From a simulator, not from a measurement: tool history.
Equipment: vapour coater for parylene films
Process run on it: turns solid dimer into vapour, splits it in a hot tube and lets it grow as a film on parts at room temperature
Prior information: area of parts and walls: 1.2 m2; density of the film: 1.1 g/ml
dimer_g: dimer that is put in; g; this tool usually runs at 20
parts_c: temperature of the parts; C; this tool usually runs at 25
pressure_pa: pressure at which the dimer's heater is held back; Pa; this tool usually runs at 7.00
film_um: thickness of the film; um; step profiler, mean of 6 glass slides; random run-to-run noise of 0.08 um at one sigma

| run | day | dimer_g | parts_c | pressure_pa | film_um |
|---|---|---|---|---|---|
| 1 | 0.000 | 20 | 25 | 7.00 | 9.56 |
| 2 | 0.362 | 20 | 25 | 7.00 | 9.59 |
| 3 | 0.792 | 20 | 25 | 7.00 | 9.60 |
| 4 | 1.112 | 20 | 25 | 7.00 | 9.38 |
| 5 | 1.529 | 20 | 25 | 7.00 | 9.44 |
| 6 | 2.042 | 13 | 25 | 7.00 | 6.16 |
| 7 | 2.554 | 13 | 25 | 7.00 | 6.09 |
| 8 | 2.867 | 13 | 28 | 7.00 | 5.33 |
| 9 | 3.246 | 13 | 28 | 7.00 | 5.36 |
| 10 | 3.529 | 9 | 28 | 3.06 | 4.28 |
| 11 | 4.192 | 9 | 36 | 3.06 | 3.13 |
| 12 | 4.700 | 16 | 25 | 7.00 | 7.32 |
| 13 | 5.250 | 10 | 34 | 2.23 | 3.93 |
| 14 | 5.862 | 20 | 21 | 2.28 | 12.67 |

Below are 5 alternative next runs, each starting from the tool's condition after run 14. Predict each:
| A | 6.208 | 34 | 34 | 2.35 | ? |
| B | 6.208 | 25 | 32 | 7.00 | ? |
| C | 6.208 | 17 | 21 | 7.76 | ? |
| D | 6.208 | 20 | 30 | 7.00 | ? |
| E | 6.208 | 18 | 18 | 9.09 | ? |

| run | film_um |
|---|---|
| A | 12.97 |
| B | 8.62 |
| C | 8.81 |
| D | 7.46 |
| E | 10.25 |
What these runs would have given with no unlogged condition in the tool:
| run | film_um |
|---|---|
| A | 13.94 |
| B | 9.26 |
| C | 9.47 |
| D | 8.02 |
| E | 11.02 |

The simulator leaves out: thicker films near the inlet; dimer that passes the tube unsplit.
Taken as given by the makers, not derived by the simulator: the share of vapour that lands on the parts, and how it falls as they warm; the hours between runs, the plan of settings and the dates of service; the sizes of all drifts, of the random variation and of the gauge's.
